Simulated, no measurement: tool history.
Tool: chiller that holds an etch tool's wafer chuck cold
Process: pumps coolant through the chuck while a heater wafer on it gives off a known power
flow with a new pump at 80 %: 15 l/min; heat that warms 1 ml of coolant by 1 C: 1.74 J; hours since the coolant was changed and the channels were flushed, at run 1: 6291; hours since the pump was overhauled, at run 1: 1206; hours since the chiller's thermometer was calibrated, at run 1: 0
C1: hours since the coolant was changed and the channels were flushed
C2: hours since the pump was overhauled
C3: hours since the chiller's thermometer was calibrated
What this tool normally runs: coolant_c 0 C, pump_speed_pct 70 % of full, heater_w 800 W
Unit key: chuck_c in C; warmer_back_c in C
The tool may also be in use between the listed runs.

Run 1, day 0: usual settings; C1 6291; C2 1206; C3 0. Result: chuck_c 9.4 C, warmer_back_c 2.12 C.
Run 2, day 3.55: usual settings but pump_speed_pct 85 % of full; C1 6376; C2 1291; C3 85. Result: chuck_c 8 C, warmer_back_c 1.73 C.
Run 3, day 9.112: usual settings but pump_speed_pct 85 % of full; C1 6510; C2 1424; C3 219. Result: chuck_c 8.2 C, warmer_back_c 1.76 C.
Run 4, day 14.696: usual settings but heater_w 1056 W; C1 6644; C2 1558; C3 353. Result: chuck_c 12.4 C, warmer_back_c 2.83 C.
Run 5, day 17.208: usual settings but heater_w 1056 W; C1 6704; C2 1619; C3 413. Result: chuck_c 12.5 C, warmer_back_c 2.86 C.
Run 6, day 22.354: usual settings but heater_w 1056 W; C1 6828; C2 1742; C3 536. Result: chuck_c 12.5 C, warmer_back_c 2.86 C.
Run 7, day 25.183: usual settings but heater_w 1056 W; C1 6896; C2 1810; C3 604. Result: chuck_c 12.5 C, warmer_back_c 2.86 C.
Run 8, day 29.896: usual settings but pump_speed_pct 77 % of full, heater_w 1056 W; C1 7009; C2 1923; C3 717. Result: chuck_c 11.5 C, warmer_back_c 2.56 C.
Run 9, day 33.271: usual settings but coolant_c 6 C; C1 7090; C2 2004; C3 798. Result: chuck_c 15.5 C, warmer_back_c 2.16 C.
Run 10, day 35.592: usual settings but coolant_c 6 C; C1 7145; C2 2060; C3 854. Result: chuck_c 15.7 C, warmer_back_c 2.16 C.
Run 11, day 38.779: usual settings but heater_w 622 W; C1 7222; C2 2136; C3 931. Result: chuck_c 7.3 C, warmer_back_c 1.72 C.
Run 12, day 41.688: usual settings; C1 7292; C2 2206; C3 1001. Result: chuck_c 9.7 C, warmer_back_c 2.18 C.
Run 13, day 45.092: usual settings; C1 7373; C2 2288; C3 1082. Result: chuck_c 9.7 C, warmer_back_c 2.14 C.
Run 14, day 50.417: usual settings; C1 7501; C2 2416; C3 1210. Result: chuck_c 9.7 C, warmer_back_c 2.16 C.
Run 15, day 56.029: usual settings; C1 7636; C2 2550; C3 1345. Result: chuck_c 9.8 C, warmer_back_c 2.14 C.
Run 16, day 58.962: usual settings; C1 7706; C2 2621; C3 1415. Result: chuck_c 9.9 C, warmer_back_c 2.16 C.
Run 17, day 61.754: usual settings but coolant_c -6 C, pump_speed_pct 66 % of full; C1 7773; C2 2688; C3 1482. Result: chuck_c 4.2 C, warmer_back_c 2.35 C.
At day 62.092: chiller's thermometer calibrated.
Run 18, day 64.638: usual settings but coolant_c -2 C, heater_w 701 W; C1 7841; C2 2756; C3 61. Result: chuck_c 6.7 C, warmer_back_c 1.84 C.
Run 19, day 67.808: usual settings but coolant_c -2 C, heater_w 701 W; C1 7918; C2 2832; C3 137. Result: chuck_c 6.7 C, warmer_back_c 1.9 C.
Run 20, day 71.612: usual settings but coolant_c -2 C, heater_w 701 W; C1 8009; C2 2923; C3 229. Result: chuck_c 6.7 C, warmer_back_c 1.91 C.
Run 21, day 74.525: usual settings but coolant_c 1 C, pump_speed_pct 90 % of full, heater_w 728 W; C1 8079; C2 2993; C3 298. Result: chuck_c 8.4 C, warmer_back_c 1.52 C.
At day 75.975: chiller's thermometer calibrated, once more.
Run 22, day 79.379: usual settings but coolant_c 1 C, pump_speed_pct 65 % of full, heater_w 728 W; C1 8194; C2 3109; C3 82. Result: chuck_c 10.6 C, warmer_back_c 2.11 C.
Run 23, day 81.767: usual settings but coolant_c -2 C; C1 8252; C2 3166; C3 139. Result: chuck_c 7.7 C, warmer_back_c 2.16 C.
Run 24, day 84.808: usual settings but coolant_c 1 C, pump_speed_pct 88 % of full, heater_w 771 W; C1 8325; C2 3239; C3 212. Result: chuck_c 8.8 C, warmer_back_c 1.69 C.
Run 25, day 89.854: usual settings but coolant_c 5 C, pump_speed_pct 60 % of full, heater_w 771 W; C1 8446; C2 3360; C3 333. Result: chuck_c 15.9 C, warmer_back_c 2.47 C.
Run 26, day 94.225: usual settings but coolant_c 9 C, pump_speed_pct 99 % of full, heater_w 772 W; C1 8551; C2 3465; C3 438. Result: chuck_c 16.2 C, warmer_back_c 1.48 C.
Run 27, day 97.183: usual settings but coolant_c 1 C, pump_speed_pct 67 % of full, heater_w 1094 W; C1 8622; C2 3536; C3 509. Result: chuck_c 15.2 C, warmer_back_c 3.12 C.
Run 28, day 102.567: usual settings but coolant_c 3 C, pump_speed_pct 91 % of full, heater_w 545 W; C1 8751; C2 3665; C3 638. Result: chuck_c 8.5 C, warmer_back_c 1.11 C.
Run 29, day 105.846: usual settings but coolant_c -3 C, pump_speed_pct 91 % of full, heater_w 671 W; C1 8830; C2 3744; C3 717. Result: chuck_c 3.7 C, warmer_back_c 1.39 C.
Run 30, day 109.888: usual settings but coolant_c -3 C, pump_speed_pct 91 % of full, heater_w 671 W; C1 8926; C2 3841; C3 814. Result: chuck_c 3.7 C, warmer_back_c 1.42 C.
Run 31, day 112.25: usual settings but coolant_c 4 C, pump_speed_pct 66 % of full, heater_w 448 W; C1 8983; C2 3898; C3 871. Result: chuck_c 10.1 C, warmer_back_c 1.29 C.

3 options for the next run, each taken on its own from the tool as it stands now. Forecast them:
Run A, day 115.904: usual settings but coolant_c -4 C, pump_speed_pct 66 % of full, heater_w 448 W; C1 9071; C2 3985; C3 958. Result: chuck_c ?, warmer_back_c ?.
Run B, day 115.904: usual settings but coolant_c 9 C, pump_speed_pct 66 % of full, heater_w 973 W; C1 9071; C2 3985; C3 958. Result: chuck_c ?, warmer_back_c ?.
Run C, day 115.904: usual settings but coolant_c 1 C, pump_speed_pct 83 % of full, heater_w 457 W; C1 9071; C2 3985; C3 958. Result: chuck_c ?, warmer_back_c ?.

run  chuck_c  warmer_back_c
  A      1.8           1.34
  B       22           2.84
  C        6           1.07
Without the tool's hidden state the same runs would have given:
run  chuck_c  warmer_back_c
  A      0.6            1.3
  B     19.2           2.76
  C        5           1.03

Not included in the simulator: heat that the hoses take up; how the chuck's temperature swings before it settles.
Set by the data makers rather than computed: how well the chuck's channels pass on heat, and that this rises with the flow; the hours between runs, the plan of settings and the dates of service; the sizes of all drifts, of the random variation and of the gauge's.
